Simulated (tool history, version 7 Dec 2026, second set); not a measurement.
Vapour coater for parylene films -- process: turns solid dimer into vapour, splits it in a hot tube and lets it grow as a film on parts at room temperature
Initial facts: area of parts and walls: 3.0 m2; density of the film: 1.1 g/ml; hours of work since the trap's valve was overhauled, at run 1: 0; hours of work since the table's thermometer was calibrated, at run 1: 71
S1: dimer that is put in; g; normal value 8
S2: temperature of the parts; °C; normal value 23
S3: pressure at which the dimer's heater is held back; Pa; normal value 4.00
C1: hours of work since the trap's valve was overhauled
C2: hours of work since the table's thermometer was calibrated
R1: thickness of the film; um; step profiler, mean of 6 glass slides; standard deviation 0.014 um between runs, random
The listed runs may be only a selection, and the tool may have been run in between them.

run 1 hour=0.0 | S1=8 S2=23 S3=4.00 | C1=0 C2=71 | R1=1.33
run 2 hour=11.9 | S1=8 S2=23 S3=4.00 | C1=9 C2=80 | R1=1.35
run 3 hour=28.3 | S1=13 S2=23 S3=4.00 | C1=22 C2=93 | R1=2.18
run 4 hour=53.0 | S1=13 S2=23 S3=4.00 | C1=41 C2=112 | R1=2.15
-- hour=59.2 trap's valve overhauled
run 5 hour=68.5 | S1=13 S2=23 S3=4.00 | C1=7 C2=121 | R1=2.12
run 6 hour=89.2 | S1=13 S2=23 S3=4.00 | C1=23 C2=137 | R1=2.14
run 7 hour=113.1 | S1=14 S2=23 S3=8.34 | C1=42 C2=155 | R1=1.96
run 8 hour=133.5 | S1=7 S2=32 S3=4.05 | C1=57 C2=171 | R1=0.93
run 9 hour=157.1 | S1=7 S2=32 S3=4.05 | C1=76 C2=189 | R1=0.92
-- hour=165.3 trap's valve overhauled, once more
run 10 hour=184.3 | S1=8 S2=18 S3=4.00 | C1=15 C2=207 | R1=1.52

Below, each run's measurement less what the same run would have read without the hidden state. Both values contain the same run-to-run variation, but the gauge's scatter may not be the same in both:
Hidden conditions of the tool in this case: vapour lost through the trap's worn valve, %; true temperature of the parts over the reading, C; drift of the gauge itself on film_um, %.
run=1 R1=-0.01
run=2 R1=-0.01
run=3 R1=-0.03
run=4 R1=-0.04
run=5 R1=-0.06
run=6 R1=-0.06
run=7 R1=-0.07
run=8 R1=-0.04
run=9 R1=-0.04
run=10 R1=-0.02

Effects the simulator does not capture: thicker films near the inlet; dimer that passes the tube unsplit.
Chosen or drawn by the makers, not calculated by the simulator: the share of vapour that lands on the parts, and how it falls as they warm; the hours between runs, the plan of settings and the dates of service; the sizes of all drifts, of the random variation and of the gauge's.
